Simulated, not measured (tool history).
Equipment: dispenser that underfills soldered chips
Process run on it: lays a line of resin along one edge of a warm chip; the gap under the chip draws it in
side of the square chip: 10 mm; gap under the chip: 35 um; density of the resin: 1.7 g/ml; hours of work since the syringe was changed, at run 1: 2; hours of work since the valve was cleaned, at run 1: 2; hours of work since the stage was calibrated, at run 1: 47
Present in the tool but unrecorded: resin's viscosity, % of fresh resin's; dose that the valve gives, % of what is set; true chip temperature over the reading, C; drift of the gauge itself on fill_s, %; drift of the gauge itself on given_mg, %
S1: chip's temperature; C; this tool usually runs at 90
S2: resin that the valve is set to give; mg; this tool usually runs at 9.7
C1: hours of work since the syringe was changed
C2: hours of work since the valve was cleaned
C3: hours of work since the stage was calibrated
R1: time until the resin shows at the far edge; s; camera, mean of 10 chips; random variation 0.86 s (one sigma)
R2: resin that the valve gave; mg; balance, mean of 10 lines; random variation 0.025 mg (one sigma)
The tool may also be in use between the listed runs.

{"run": 1, "hour": 0.0, "S1": 90, "S2": 9.7, "C1": 2, "C2": 2, "C3": 47, "R1": 86.8, "R2": 9.67}
{"run": 2, "hour": 8.7, "S1": 90, "S2": 9.7, "C1": 8, "C2": 8, "C3": 53, "R1": 107.5, "R2": 9.68}
{"hour": 13.0, "done": "new syringe of resin"}
{"run": 3, "hour": 17.6, "S1": 90, "S2": 10.42, "C1": 3, "C2": 15, "C3": 60, "R1": 94, "R2": 10.31}
{"hour": 27.2, "done": "new syringe of resin"}
{"run": 4, "hour": 27.2, "S1": 90, "S2": 8.44, "C1": 0, "C2": 22, "C3": 67, "R1": 82.9, "R2": 8.33}
{"run": 5, "hour": 33.2, "S1": 98, "S2": 9.7, "C1": 4, "C2": 26, "C3": 71, "R1": 72.7, "R2": 9.57}
{"run": 6, "hour": 40.8, "S1": 98, "S2": 8.39, "C1": 10, "C2": 32, "C3": 77, "R1": 88.6, "R2": 8.2}
{"hour": 41.8, "done": "new syringe of resin"}
{"run": 7, "hour": 49.4, "S1": 98, "S2": 8.39, "C1": 6, "C2": 38, "C3": 83, "R1": 77.2, "R2": 8.18}
{"hour": 56.1, "done": "new syringe of resin"}
{"run": 8, "hour": 61.9, "S1": 90, "S2": 9.7, "C1": 4, "C2": 47, "C3": 93, "R1": 97.7, "R2": 9.37}
{"hour": 68.9, "done": "dispensing valve cleaned and set on the balance"}
{"run": 9, "hour": 70.5, "S1": 90, "S2": 9.7, "C1": 10, "C2": 1, "C3": 98, "R1": 115.3, "R2": 9.68}
{"hour": 71.9, "done": "new syringe of resin"}
{"run": 10, "hour": 81.1, "S1": 90, "S2": 9.7, "C1": 7, "C2": 9, "C3": 106, "R1": 105.1, "R2": 9.66}
{"hour": 86.7, "done": "new syringe of resin"}
{"run": 11, "hour": 90.2, "S1": 90, "S2": 9.7, "C1": 3, "C2": 16, "C3": 113, "R1": 89.8, "R2": 9.58}
{"hour": 101.7, "done": "new syringe of resin"}
{"run": 12, "hour": 102.3, "S1": 90, "S2": 9.7, "C1": 0, "C2": 25, "C3": 122, "R1": 85.8, "R2": 9.56}
{"run": 13, "hour": 109.1, "S1": 90, "S2": 9.7, "C1": 6, "C2": 30, "C3": 127, "R1": 102.8, "R2": 9.5}
{"run": 14, "hour": 115.2, "S1": 90, "S2": 9.7, "C1": 10, "C2": 34, "C3": 131, "R1": 119.3, "R2": 9.46}
{"hour": 116.7, "done": "new syringe of resin"}
{"run": 15, "hour": 123.8, "S1": 95, "S2": 9.7, "C1": 5, "C2": 41, "C3": 138, "R1": 83.8, "R2": 9.43}
{"hour": 130.8, "done": "new syringe of resin"}
{"run": 16, "hour": 130.8, "S1": 95, "S2": 9.7, "C1": 0, "C2": 46, "C3": 143, "R1": 69.9, "R2": 9.38}
{"hour": 139.7, "done": "dispensing valve cleaned and set on the balance"}
{"run": 17, "hour": 145.3, "S1": 95, "S2": 9.7, "C1": 10, "C2": 4, "C3": 153, "R1": 96.6, "R2": 9.59}
{"hour": 146.5, "done": "new syringe of resin"}
{"run": 18, "hour": 157.7, "S1": 95, "S2": 9.7, "C1": 8, "C2": 13, "C3": 162, "R1": 91.6, "R2": 9.6}
{"hour": 161.7, "done": "new syringe of resin"}
{"run": 19, "hour": 166.1, "S1": 95, "S2": 9.7, "C1": 3, "C2": 19, "C3": 168, "R1": 79.1, "R2": 9.59}
{"hour": 176.2, "done": "new syringe of resin"}
{"run": 20, "hour": 178.5, "S1": 95, "S2": 9.7, "C1": 2, "C2": 29, "C3": 177, "R1": 74.1, "R2": 9.49}
{"run": 21, "hour": 189.9, "S1": 95, "S2": 9.7, "C1": 10, "C2": 37, "C3": 186, "R1": 98.7, "R2": 9.46}
{"hour": 191.2, "done": "new syringe of resin"}
{"run": 22, "hour": 198.4, "S1": 79, "S2": 8.95, "C1": 5, "C2": 43, "C3": 192, "R1": 162, "R2": 8.63}
{"hour": 205.6, "done": "new syringe of resin"}
{"run": 23, "hour": 208.7, "S1": 96, "S2": 9.7, "C1": 2, "C2": 51, "C3": 200, "R1": 72.4, "R2": 9.43}
{"hour": 210.9, "done": "dispensing valve cleaned and set on the balance"}
{"run": 24, "hour": 219.5, "S1": 96, "S2": 9.7, "C1": 10, "C2": 7, "C3": 207, "R1": 92.5, "R2": 9.64}
{"hour": 221.6, "done": "new syringe of resin"}
{"run": 25, "hour": 231.5, "S1": 96, "S2": 9.7, "C1": 7, "C2": 15, "C3": 216, "R1": 87.4, "R2": 9.58}
{"hour": 235.8, "done": "new syringe of resin"}
{"run": 26, "hour": 242.4, "S1": 95, "S2": 10.06, "C1": 5, "C2": 23, "C3": 224, "R1": 82.3, "R2": 9.86}
{"hour": 251.1, "done": "new syringe of resin"}
{"run": 27, "hour": 253.9, "S1": 102, "S2": 12.6, "C1": 2, "C2": 32, "C3": 232, "R1": 57.9, "R2": 12.33}
{"hour": 265.3, "done": "new syringe of resin"}
{"run": 28, "hour": 267.3, "S1": 102, "S2": 12.6, "C1": 2, "C2": 42, "C3": 242, "R1": 56.8, "R2": 12.21}
{"run": 29, "hour": 273.7, "S1": 102, "S2": 12.6, "C1": 6, "C2": 47, "C3": 247, "R1": 66.1, "R2": 12.23}
{"hour": 280.1, "done": "new syringe of resin"}
{"hour": 281.6, "done": "dispensing valve cleaned and set on the balance"}
{"run": 30, "hour": 284.1, "S1": 82, "S2": 10.5, "C1": 2, "C2": 2, "C3": 254, "R1": 125.1, "R2": 10.44}
{"hour": 295.8, "done": "new syringe of resin"}
{"run": 31, "hour": 298.1, "S1": 82, "S2": 10.5, "C1": 2, "C2": 12, "C3": 264, "R1": 125.1, "R2": 10.39}

Consider 5 possible next runs. They are alternatives, not a sequence: every one starts from the tool as it was left by run 31. What does each give?
{"run": "A", "hour": 309.3, "S1": 94, "S2": 8.75, "C1": 10, "C2": 21, "C3": 273, "R1": "?", "R2": "?"}
{"run": "B", "hour": 309.3, "S1": 99, "S2": 12.4, "C1": 10, "C2": 21, "C3": 273, "R1": "?", "R2": "?"}
{"run": "C", "hour": 309.3, "S1": 91, "S2": 9.97, "C1": 10, "C2": 21, "C3": 273, "R1": "?", "R2": "?"}
{"run": "D", "hour": 309.3, "S1": 104, "S2": 9.7, "C1": 10, "C2": 21, "C3": 273, "R1": "?", "R2": "?"}
{"run": "E", "hour": 309.3, "S1": 90, "S2": 9.49, "C1": 10, "C2": 21, "C3": 273, "R1": "?", "R2": "?"}

run=A R1=105.6 R2=8.61
run=B R1=84.3 R2=12.21
run=C R1=115.1 R2=9.78
run=D R1=72.6 R2=9.54
run=E R1=120.6 R2=9.32
The same runs, with their run-to-run variation unchanged, on a tool lacking any hidden condition would have given:
run=A R1=70.3 R2=8.77
run=B R1=56.5 R2=12.44
run=C R1=76.6 R2=9.96
run=D R1=48.4 R2=9.72
run=E R1=80.3 R2=9.49

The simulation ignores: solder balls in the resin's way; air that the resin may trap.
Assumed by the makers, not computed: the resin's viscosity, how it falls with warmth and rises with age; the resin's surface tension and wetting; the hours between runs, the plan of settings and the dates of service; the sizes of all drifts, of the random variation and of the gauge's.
